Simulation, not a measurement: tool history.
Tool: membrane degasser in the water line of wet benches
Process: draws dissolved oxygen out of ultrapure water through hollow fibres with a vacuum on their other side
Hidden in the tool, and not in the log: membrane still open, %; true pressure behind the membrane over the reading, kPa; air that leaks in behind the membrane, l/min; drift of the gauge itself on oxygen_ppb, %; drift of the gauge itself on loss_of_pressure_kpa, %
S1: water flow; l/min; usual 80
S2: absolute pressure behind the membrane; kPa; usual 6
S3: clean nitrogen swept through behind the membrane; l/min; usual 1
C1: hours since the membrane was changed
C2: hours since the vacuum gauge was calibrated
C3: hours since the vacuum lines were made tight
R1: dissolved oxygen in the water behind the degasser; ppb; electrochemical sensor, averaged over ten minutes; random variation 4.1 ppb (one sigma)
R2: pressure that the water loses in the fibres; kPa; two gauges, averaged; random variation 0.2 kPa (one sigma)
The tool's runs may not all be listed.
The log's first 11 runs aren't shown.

run 12 hour=636.7 | S1=97 S2=6 S3=1.5 | C1=2879 C2=2879 C3=5208 | R1=427 R2=52.43
-- hour=655.5 gauge calibrated
run 13 hour=666.9 | S1=97 S2=6 S3=1.5 | C1=2909 C2=2909 C3=5238 | R1=419.3 R2=53.85
run 14 hour=723.6 | S1=97 S2=6 S3=1.5 | C1=2966 C2=2966 C3=5295 | R1=416.3 R2=53.64
run 15 hour=763.3 | S1=97 S2=6 S3=1.5 | C1=3005 C2=3005 C3=5335 | R1=421.6 R2=53.86
run 16 hour=832.1 | S1=97 S2=6 S3=1.5 | C1=3074 C2=3074 C3=5404 | R1=431.9 R2=53.38
run 17 hour=894.3 | S1=80 S2=4.71 S3=0.54 | C1=3136 C2=3136 C3=5466 | R1=342.6 R2=43.89
run 18 hour=962.3 | S1=80 S2=7.43 S3=1 | C1=3204 C2=3204 C3=5534 | R1=589.4 R2=43.7
run 19 hour=1016.5 | S1=92 S2=7.43 S3=0.43 | C1=3258 C2=3258 C3=5588 | R1=1007.9 R2=49.92
run 20 hour=1063.8 | S1=80 S2=12.85 S3=0.72 | C1=3306 C2=3306 C3=5635 | R1=1468.7 R2=43.97
run 21 hour=1107.4 | S1=80 S2=12.85 S3=0.72 | C1=3349 C2=3349 C3=5679 | R1=1466.2 R2=43.57
run 22 hour=1140.5 | S1=125 S2=6 S3=0.9 | C1=3382 C2=3382 C3=5712 | R1=704.9 R2=67.77
run 23 hour=1190.4 | S1=119 S2=6 S3=1.23 | C1=3432 C2=3432 C3=5762 | R1=590.1 R2=64.35
run 24 hour=1256.2 | S1=119 S2=6 S3=0.51 | C1=3498 C2=3498 C3=5828 | R1=815.8 R2=64.56
run 25 hour=1313.5 | S1=90 S2=6 S3=0.47 | C1=3555 C2=3555 C3=5885 | R1=676.2 R2=48.59
run 26 hour=1374.7 | S1=90 S2=6.58 S3=0.47 | C1=3617 C2=3617 C3=5946 | R1=788.8 R2=48.32
run 27 hour=1421.9 | S1=90 S2=6.58 S3=0.47 | C1=3664 C2=3664 C3=5993 | R1=784.7 R2=48.47
run 28 hour=1457.4 | S1=105 S2=5.05 S3=1.05 | C1=3699 C2=3699 C3=6029 | R1=421.4 R2=56.79
-- hour=1494.5 vacuum gauge calibrated
run 29 hour=1522.6 | S1=72 S2=11.29 S3=1.51 | C1=3764 C2=28 C3=6094 | R1=739.9 R2=38.46
run 30 hour=1595.1 | S1=112 S2=12.86 S3=2.06 | C1=3837 C2=101 C3=6166 | R1=1029.2 R2=59.64
run 31 hour=1656.8 | S1=118 S2=6 S3=1.71 | C1=3898 C2=162 C3=6228 | R1=518.5 R2=62.82

5 ways to go on from here, each from the tool as it stands after run 31. What would each give?
run A hour=1700.2 | S1=108 S2=6 S3=2.4 | C1=3942 C2=206 C3=6271 | R1=? R2=?
run B hour=1700.2 | S1=111 S2=6 S3=1.71 | C1=3942 C2=206 C3=6271 | R1=? R2=?
run C hour=1700.2 | S1=118 S2=6 S3=1.16 | C1=3942 C2=206 C3=6271 | R1=? R2=?
run D hour=1700.2 | S1=118 S2=9.91 S3=0.79 | C1=3942 C2=206 C3=6271 | R1=? R2=?
run E hour=1700.2 | S1=65 S2=10.78 S3=0.93 | C1=3942 C2=206 C3=6271 | R1=? R2=?

run=A R1=388.9 R2=57.05
run=B R1=468.1 R2=58.9
run=C R1=605.9 R2=62.7
run=D R1=1348.5 R2=62.61
run=E R1=875.2 R2=34.6
Without the tool's hidden state the same runs would have given:
run=A R1=388.8 R2=59.69
run=B R1=467.9 R2=61.63
run=C R1=605.7 R2=65.6
run=D R1=1348.5 R2=65.5
run=E R1=875.2 R2=36.2

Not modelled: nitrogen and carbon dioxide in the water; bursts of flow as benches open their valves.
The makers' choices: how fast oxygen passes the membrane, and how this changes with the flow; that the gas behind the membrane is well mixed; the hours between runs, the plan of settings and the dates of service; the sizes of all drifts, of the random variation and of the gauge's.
